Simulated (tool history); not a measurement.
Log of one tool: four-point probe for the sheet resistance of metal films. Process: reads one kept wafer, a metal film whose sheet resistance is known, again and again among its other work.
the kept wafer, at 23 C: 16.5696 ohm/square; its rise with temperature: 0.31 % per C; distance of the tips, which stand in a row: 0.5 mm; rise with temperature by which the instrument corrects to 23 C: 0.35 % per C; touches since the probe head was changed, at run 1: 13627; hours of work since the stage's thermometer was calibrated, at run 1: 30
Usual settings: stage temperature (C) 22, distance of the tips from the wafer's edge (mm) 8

run,hour,stage temperature (C),distance of the tips from the wafer's edge (mm),touches since the probe head was changed,hours of work since the stage's thermometer was calibrated,sheet resistance as the instrument gives it (ohm/square)
1,0,22,8,13627,30,16.601708
2,35.3,22,8,14646,50,16.600473
3,97,22,8,16425,87,16.598128
4,151.8,22,8,18005,119,16.602813
5,191.7,22,8,19157,143,16.603356
6,258.6,22,8,21086,182,16.610215
7,310.3,22,8,22578,212,16.605173
8,343,22,10,23519,232,16.597648
9,383.1,22,10,24678,255,16.595412
10,419.2,22,8,25717,277,16.614724
11,457.2,22,23,26814,299,16.580775
12,506,22,23,28222,328,16.59324
13,545.7,22,23,29367,351,16.581418
14,598.8,31,8,30898,382,16.558658
15,669.3,22,8,32932,424,16.625205
16,731.1,33,8,34715,460,16.552959
17,766.8,22,8,35742,481,16.618725
18,831.6,22,16,37613,520,16.594526
19,884.6,22,16,39141,551,16.599255
20,940.4,24,8,40750,584,16.61042
21,980.5,29,8,41907,607,16.580951
22,1038.4,29,8,43576,641,16.582889
23,1088.1,29,8,45009,671,16.588696
24,1123.8,20,4,46038,692,16.751098
25,1168.6,20,4,47332,718,16.748611
26,1202,20,4,48294,738,16.749568
27,1253.4,19,4,49778,768,16.75784
28,1320.5,24,17,51714,808,16.594769
29,1385,33,16,53573,846,16.54542
30,1424.9,34,16,54725,869,16.540128
31,1466.4,34,16,55921,894,16.537394
32,1507.4,34,16,57103,918,16.540536
33,1536.7,34,16,57950,935,16.539044
34,1585.1,20,74,59344,964,16.623673
35,1624.6,20,74,60484,987,16.62473
36,1659.8,20,74,61500,1008,16.620091
37,1690.1,25,18,62372,1025,16.600919
38,1740.7,25,18,63832,1055,16.596985
39,1797.6,21,9,65473,1089,16.655309
40,1864.8,22,55,67411,1128,16.618923
41,1901,30,68,68455,1150,16.570078
42,1951.8,30,68,69920,1180,16.576587
43,1984.1,30,68,70853,1199,16.57357
44,2039.9,34,60,72461,1232,16.551228
45,2082.8,25,8,73701,1257,16.640785

4 ways to go on from here, each from the tool as it stands after run 45. What would each give?
A,2113.1,23,27,74574,1275,?
B,2113.1,27,4,74574,1275,?
C,2113.1,27,9,74574,1275,?
D,2113.1,23,53,74574,1275,?

run,sheet resistance as the instrument gives it (ohm/square)
A,16.62934
B,16.740181
C,16.622772
D,16.61797
Without the tool's hidden state the same runs would have given:
run,sheet resistance as the instrument gives it (ohm/square)
A,16.578563
B,16.688977
C,16.571896
D,16.567226

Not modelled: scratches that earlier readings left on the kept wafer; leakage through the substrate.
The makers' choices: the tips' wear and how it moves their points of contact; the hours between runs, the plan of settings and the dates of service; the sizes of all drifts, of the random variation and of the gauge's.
